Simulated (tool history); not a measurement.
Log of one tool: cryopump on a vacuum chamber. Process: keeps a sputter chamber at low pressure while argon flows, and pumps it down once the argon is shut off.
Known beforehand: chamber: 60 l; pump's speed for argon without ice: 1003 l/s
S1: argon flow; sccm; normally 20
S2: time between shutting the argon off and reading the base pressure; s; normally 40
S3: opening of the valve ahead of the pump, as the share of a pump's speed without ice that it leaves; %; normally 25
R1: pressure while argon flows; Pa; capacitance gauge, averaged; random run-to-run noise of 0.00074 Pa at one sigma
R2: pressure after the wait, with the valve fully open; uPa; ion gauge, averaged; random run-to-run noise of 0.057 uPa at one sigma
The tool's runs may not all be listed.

run,hour,S1,S2,S3,R1,R2
1,0,20,40,25,0.1518,4.41
# hour 10.4: pump warmed up, emptied and cooled again
2,35.1,29,40,25,0.1983,3.89
3,70.3,29,40,25,0.1996,4.06
4,102.3,29,40,25,0.2005,4.12
5,140.4,20,40,17,0.2027,4.27
6,175.9,20,40,25,0.141,4.16
7,205.5,20,40,26,0.1361,4.28
8,231.7,20,40,26,0.1359,4.35
9,271.2,20,40,26,0.1388,4.38
10,313.6,20,40,26,0.1404,4.61
11,349.7,20,165,25,0.1467,2.13
12,391.5,20,165,25,0.1478,2.17
13,430.6,20,165,16,0.2269,2.33
# hour 461.2: pump warmed up, emptied and cooled again
14,472.7,20,165,16,0.212,1.87
15,500.7,20,165,33,0.1038,1.93
16,538.1,20,165,33,0.1051,2.04
17,565.5,20,165,33,0.1052,2.09
18,610.5,20,165,33,0.1069,2.1
19,651.7,16,45,34,0.0851,4.41
20,689.1,16,45,34,0.0854,4.46
21,720.1,12,269,29,0.0749,2.13
22,758,20,83,55,0.072,3.29
23,793.3,12,294,29,0.0766,2.18
24,828.4,12,294,46,0.0521,2.33
25,851.8,10,121,58,0.0367,3.04
26,872,13,40,25,0.0967,5.21
27,895.8,13,40,25,0.0984,5.42
# hour 912.9: pump warmed up, emptied and cooled again
28,946.6,13,40,25,0.0891,4.79
29,979.1,13,30,18,0.1248,6.05
30,1006.4,20,102,39,0.0897,2.89
31,1034.1,25,157,42,0.1066,2.47
32,1054.1,32,89,42,0.1354,3.23
33,1094.5,32,89,42,0.1381,3.28

Predict each of these 4 candidate next runs independently; none follows another, all start after run 33:
A,1131.5,11,153,30,?,?
B,1131.5,32,156,42,?,?
C,1131.5,10,42,53,?,?
D,1131.5,15,89,42,?,?

run,R1,R2
A,0.0658,2.78
B,0.1403,2.75
C,0.0349,5.01
D,0.0661,3.32
Without the tool's hidden state the same runs would have given:
run,R1,R2
A,0.0617,1.17
B,0.1285,1.13
C,0.0312,3.41
D,0.0605,1.72
